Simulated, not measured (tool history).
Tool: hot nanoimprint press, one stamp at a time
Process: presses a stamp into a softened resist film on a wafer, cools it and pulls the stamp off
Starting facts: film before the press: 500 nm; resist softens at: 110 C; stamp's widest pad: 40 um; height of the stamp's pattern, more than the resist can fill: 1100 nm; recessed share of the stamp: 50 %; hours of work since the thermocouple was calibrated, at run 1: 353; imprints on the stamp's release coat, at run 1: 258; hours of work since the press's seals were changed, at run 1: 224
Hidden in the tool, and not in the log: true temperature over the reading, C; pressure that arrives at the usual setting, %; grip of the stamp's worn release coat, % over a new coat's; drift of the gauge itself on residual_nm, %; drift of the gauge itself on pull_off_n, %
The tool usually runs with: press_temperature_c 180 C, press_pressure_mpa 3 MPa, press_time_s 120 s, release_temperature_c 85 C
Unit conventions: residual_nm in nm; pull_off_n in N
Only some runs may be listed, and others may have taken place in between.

run,hour,press_temperature_c,press_pressure_mpa,press_time_s,release_temperature_c,hours of work since the thermocouple was calibrated,imprints on the stamp's release coat,hours of work since the press's seals were changed,residual_nm,pull_off_n
1,0,180,3,120,85,353,258,224,263.9,182
# hour 62: stamp cleaned and given a new release coat
2,62.5,180,3,120,85,393,3,264,262.2,174
3,109.2,180,3,120,80,427,225,298,260.4,187
# hour 173.3: stamp cleaned and given a new release coat
# hour 196.2: plate thermocouple calibrated
4,196.2,180,3,120,80,0,95,353,281.1,182
5,247.8,180,3,120,80,37,340,390,281.1,186
# hour 292: stamp cleaned and given a new release coat
6,327.2,180,3,120,80,89,167,443,276.8,184
# hour 406: stamp cleaned and given a new release coat
7,426.5,180,3,120,80,156,98,509,276.8,181
8,489.3,180,3,120,73,200,397,554,273.8,209
# hour 517.8: stamp cleaned and given a new release coat
# hour 584.5: press's hydraulic seals changed and the load cell set to zero
9,596.2,180,3,120,85,267,336,8,268.6,187
# hour 644.1: stamp cleaned and given a new release coat
10,676.8,180,3,120,85,320,156,62,264.8,178
11,740.9,180,3,120,85,366,461,107,261.3,183
# hour 758.1: stamp cleaned and given a new release coat
12,824.2,171,3,120,85,421,315,162,363.7,180
# hour 872: stamp cleaned and given a new release coat
13,901.1,180,2.69,120,85,471,139,213,268.2,174
# hour 920.8: plate thermocouple calibrated
14,971.4,170,3,120,85,36,459,261,394.7,184
# hour 992.2: stamp cleaned and given a new release coat
15,1038.8,170,3,120,85,80,222,305,394,183
16,1090,170,3,120,85,116,466,341,394.4,195
# hour 1108.2: stamp cleaned and given a new release coat
17,1183.5,181,3,120,92,179,359,404,264.2,176
# hour 1225.2: stamp cleaned and given a new release coat
18,1271.3,181,3,120,92,237,219,462,261.7,163
# hour 1339.2: stamp cleaned and given a new release coat
19,1339.2,185,3,120,88,281,0,506,220.1,164
20,1422.9,191,4.1,202,85,341,398,566,113.4,185
# hour 1451.7: stamp cleaned and given a new release coat
# hour 1500.5: press's hydraulic seals changed and the load cell set to zero
21,1504.7,180,2.11,112,72,389,214,3,304.1,201
22,1547.9,172,3,120,83,420,420,34,352.7,186
# hour 1571.6: stamp cleaned and given a new release coat
# hour 1647.4: plate thermocouple calibrated
23,1647.4,175,3,120,85,0,347,98,339.3,184
# hour 1686.9: stamp cleaned and given a new release coat
24,1723.7,175,3,120,85,50,175,148,333,174
# hour 1801.4: stamp cleaned and given a new release coat
25,1823,175,3,120,85,117,102,215,331.5,177
26,1900.9,175,3,120,85,172,474,271,329.4,195
# hour 1918.1: stamp cleaned and given a new release coat
27,1978.1,182,3.13,127,82,223,286,321,240.2,185

Across each entry between runs, compare the hidden state at the last listed run before it with the hidden state at the first listed run after it:
Runs 1 to 2: stamp cleaned and given a new release coat (hour 62)
  true temperature over the reading, C: 1.72 -> 1.9; pressure that arrives at the usual setting, %: 98.42 -> 98.13; grip of the stamp's worn release coat, % over a new coat's: 5.8 -> 0.1
  the result without the hidden state subtracted from the measured one, residual_nm: -17.5 -> -19.3 nm; pull_off_n: +7 -> -2 N
Runs 3 to 4: stamp cleaned and given a new release coat (hour 173.3); plate thermocouple calibrated (hour 196.2)
  true temperature over the reading, C: 2.06 -> -0.03; pressure that arrives at the usual setting, %: 97.93 -> 97.57; grip of the stamp's worn release coat, % over a new coat's: 5.1 -> 2.1
  the result without the hidden state subtracted from the measured one, residual_nm: -20.7 -> +2.7 nm; pull_off_n: +6 -> +4 N
Runs 5 to 6: stamp cleaned and given a new release coat (hour 292)
  true temperature over the reading, C: 0.13 -> 0.36; pressure that arrives at the usual setting, %: 97.34 -> 97.03; grip of the stamp's worn release coat, % over a new coat's: 7.7 -> 3.8
  the result without the hidden state subtracted from the measured one, residual_nm: +1.2 -> -1.1 nm; pull_off_n: +13 -> +6 N
Runs 6 to 7: stamp cleaned and given a new release coat (hour 406)
  true temperature over the reading, C: 0.36 -> 0.67; pressure that arrives at the usual setting, %: 97.03 -> 96.63; grip of the stamp's worn release coat, % over a new coat's: 3.8 -> 2.2
  the result without the hidden state subtracted from the measured one, residual_nm: -1.1 -> -4.2 nm; pull_off_n: +6 -> +3 N
Runs 8 to 9: stamp cleaned and given a new release coat (hour 517.8); press's hydraulic seals changed and the load cell set to zero (hour 584.5)
  true temperature over the reading, C: 0.86 -> 1.17; pressure that arrives at the usual setting, %: 96.31 -> 99.95; grip of the stamp's worn release coat, % over a new coat's: 9 -> 7.6
  the result without the hidden state subtracted from the measured one, residual_nm: -5.9 -> -13.1 nm; pull_off_n: +16 -> +11 N
Runs 9 to 10: stamp cleaned and given a new release coat (hour 644.1)
  true temperature over the reading, C: 1.17 -> 1.4; pressure that arrives at the usual setting, %: 99.95 -> 99.62; grip of the stamp's worn release coat, % over a new coat's: 7.6 -> 3.5
  the result without the hidden state subtracted from the measured one, residual_nm: -13.1 -> -15.2 nm; pull_off_n: +11 -> +4 N
Runs 11 to 12: stamp cleaned and given a new release coat (hour 758.1)
  true temperature over the reading, C: 1.6 -> 1.82; pressure that arrives at the usual setting, %: 99.32 -> 98.96; grip of the stamp's worn release coat, % over a new coat's: 10.5 -> 7.1
  the result without the hidden state subtracted from the measured one, residual_nm: -16.9 -> -18.9 nm; pull_off_n: +15 -> +9 N
Runs 12 to 13: stamp cleaned and given a new release coat (hour 872)
  true temperature over the reading, C: 1.82 -> 2.02; pressure that arrives at the usual setting, %: 98.96 -> 98.65; grip of the stamp's worn release coat, % over a new coat's: 7.1 -> 3.1
  the result without the hidden state subtracted from the measured one, residual_nm: -18.9 -> -21.1 nm; pull_off_n: +9 -> +3 N
Runs 13 to 14: plate thermocouple calibrated (hour 920.8)
  true temperature over the reading, C: 2.02 -> 0.09; pressure that arrives at the usual setting, %: 98.65 -> 98.36; grip of the stamp's worn release coat, % over a new coat's: 3.1 -> 10.5
  the result without the hidden state subtracted from the measured one, residual_nm: -21.1 -> +0.4 nm; pull_off_n: +3 -> +17 N
Runs 14 to 15: stamp cleaned and given a new release coat (hour 992.2)
  true temperature over the reading, C: 0.09 -> 0.27; pressure that arrives at the usual setting, %: 98.36 -> 98.07; grip of the stamp's worn release coat, % over a new coat's: 10.5 -> 5
  the result without the hidden state subtracted from the measured one, residual_nm: +0.4 -> -1.3 nm; pull_off_n: +17 -> +8 N
Runs 16 to 17: stamp cleaned and given a new release coat (hour 1108.2)
  true temperature over the reading, C: 0.43 -> 0.73; pressure that arrives at the usual setting, %: 97.84 -> 97.44; grip of the stamp's worn release coat, % over a new coat's: 10.6 -> 8.2
  the result without the hidden state subtracted from the measured one, residual_nm: -2.7 -> -5.5 nm; pull_off_n: +18 -> +12 N
Runs 17 to 18: stamp cleaned and given a new release coat (hour 1225.2)
  true temperature over the reading, C: 0.73 -> 1; pressure that arrives at the usual setting, %: 97.44 -> 97.08; grip of the stamp's worn release coat, % over a new coat's: 8.2 -> 4.9
  the result without the hidden state subtracted from the measured one, residual_nm: -5.5 -> -8.1 nm; pull_off_n: +12 -> +6 N
Runs 18 to 19: stamp cleaned and given a new release coat (hour 1339.2)
  true temperature over the reading, C: 1 -> 1.22; pressure that arrives at the usual setting, %: 97.08 -> 96.82; grip of the stamp's worn release coat, % over a new coat's: 4.9 -> 0
  the result without the hidden state subtracted from the measured one, residual_nm: -8.1 -> -8.9 nm; pull_off_n: +6 -> -2 N
Runs 20 to 21: stamp cleaned and given a new release coat (hour 1451.7); press's hydraulic seals changed and the load cell set to zero (hour 1500.5)
  true temperature over the reading, C: 1.49 -> 1.7; pressure that arrives at the usual setting, %: 96.45 -> 100.17; grip of the stamp's worn release coat, % over a new coat's: 9.1 -> 4.8
  the result without the hidden state subtracted from the measured one, residual_nm: -5.4 -> -18.9 nm; pull_off_n: +13 -> +7 N
Runs 22 to 23: stamp cleaned and given a new release coat (hour 1571.6); plate thermocouple calibrated (hour 1647.4)
  true temperature over the reading, C: 1.85 -> 0.03; pressure that arrives at the usual setting, %: 99.97 -> 99.58; grip of the stamp's worn release coat, % over a new coat's: 9.6 -> 7.9
  the result without the hidden state subtracted from the measured one, residual_nm: -20.7 -> +0.1 nm; pull_off_n: +14 -> +13 N
Runs 23 to 24: stamp cleaned and given a new release coat (hour 1686.9)
  true temperature over the reading, C: 0.03 -> 0.26; pressure that arrives at the usual setting, %: 99.58 -> 99.27; grip of the stamp's worn release coat, % over a new coat's: 7.9 -> 3.9
  the result without the hidden state subtracted from the measured one, residual_nm: +0.1 -> -2.3 nm; pull_off_n: +13 -> +6 N
Runs 24 to 25: stamp cleaned and given a new release coat (hour 1801.4)
  true temperature over the reading, C: 0.26 -> 0.56; pressure that arrives at the usual setting, %: 99.27 -> 98.82; grip of the stamp's worn release coat, % over a new coat's: 3.9 -> 2.3
  the result without the hidden state subtracted from the measured one, residual_nm: -2.3 -> -5.3 nm; pull_off_n: +6 -> +3 N
Runs 26 to 27: stamp cleaned and given a new release coat (hour 1918.1)
  true temperature over the reading, C: 0.82 -> 1.05; pressure that arrives at the usual setting, %: 98.48 -> 98.17; grip of the stamp's worn release coat, % over a new coat's: 10.8 -> 6.5
  the result without the hidden state subtracted from the measured one, residual_nm: -8 -> -9.2 nm; pull_off_n: +18 -> +10 N

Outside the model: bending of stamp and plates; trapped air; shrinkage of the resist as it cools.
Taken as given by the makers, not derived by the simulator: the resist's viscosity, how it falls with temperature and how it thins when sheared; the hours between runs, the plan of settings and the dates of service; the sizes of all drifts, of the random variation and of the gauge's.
